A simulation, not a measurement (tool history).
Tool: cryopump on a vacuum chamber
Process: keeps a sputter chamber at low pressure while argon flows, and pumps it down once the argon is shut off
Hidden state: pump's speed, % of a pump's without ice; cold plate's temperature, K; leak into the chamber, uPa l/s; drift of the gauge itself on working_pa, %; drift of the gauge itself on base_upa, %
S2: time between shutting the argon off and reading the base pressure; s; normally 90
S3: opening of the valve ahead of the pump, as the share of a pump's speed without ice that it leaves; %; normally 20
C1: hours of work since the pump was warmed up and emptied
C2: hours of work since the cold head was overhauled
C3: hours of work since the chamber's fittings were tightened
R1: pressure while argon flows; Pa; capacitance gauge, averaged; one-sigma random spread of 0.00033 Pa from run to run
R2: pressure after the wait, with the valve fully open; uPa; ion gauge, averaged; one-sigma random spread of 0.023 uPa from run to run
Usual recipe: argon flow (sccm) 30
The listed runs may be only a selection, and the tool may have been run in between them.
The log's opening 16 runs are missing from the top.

run 17 hour=216 | argon_flow_(sccm)=30 S2=90 S3=20 | C1=149 C2=149 C3=83 | R1=0.1361 R2=0.78
run 18 hour=236 | argon_flow_(sccm)=30 S2=90 S3=20 | C1=159 C2=159 C3=93 | R1=0.1366 R2=0.79
run 19 hour=255.3 | argon_flow_(sccm)=59 S2=90 S3=20 | C1=169 C2=169 C3=103 | R1=0.2688 R2=0.85
run 20 hour=274 | argon_flow_(sccm)=40 S2=172 S3=20 | C1=178 C2=178 C3=112 | R1=0.1815 R2=0.55
run 21 hour=289.4 | argon_flow_(sccm)=41 S2=172 S3=20 | C1=186 C2=186 C3=120 | R1=0.187 R2=0.52
run 22 hour=303 | argon_flow_(sccm)=41 S2=21 S3=47 | C1=192 C2=192 C3=127 | R1=0.0809 R2=2.65
run 23 hour=317.1 | argon_flow_(sccm)=18 S2=60 S3=32 | C1=199 C2=199 C3=134 | R1=0.052 R2=1.12
run 24 hour=326.4 | argon_flow_(sccm)=18 S2=60 S3=32 | C1=204 C2=204 C3=139 | R1=0.0517 R2=1.12

Predict the results of run 25:
run 25 hour=341.9 | argon_flow_(sccm)=18 S2=60 S3=35 | C1=212 C2=212 C3=146 | R1=? R2=?

R1: 0.0475 Pa
R2: 1.12 uPa
With no hidden state in the tool, this same run would have given R1 0.0462 Pa, R2 1.01 uPa.

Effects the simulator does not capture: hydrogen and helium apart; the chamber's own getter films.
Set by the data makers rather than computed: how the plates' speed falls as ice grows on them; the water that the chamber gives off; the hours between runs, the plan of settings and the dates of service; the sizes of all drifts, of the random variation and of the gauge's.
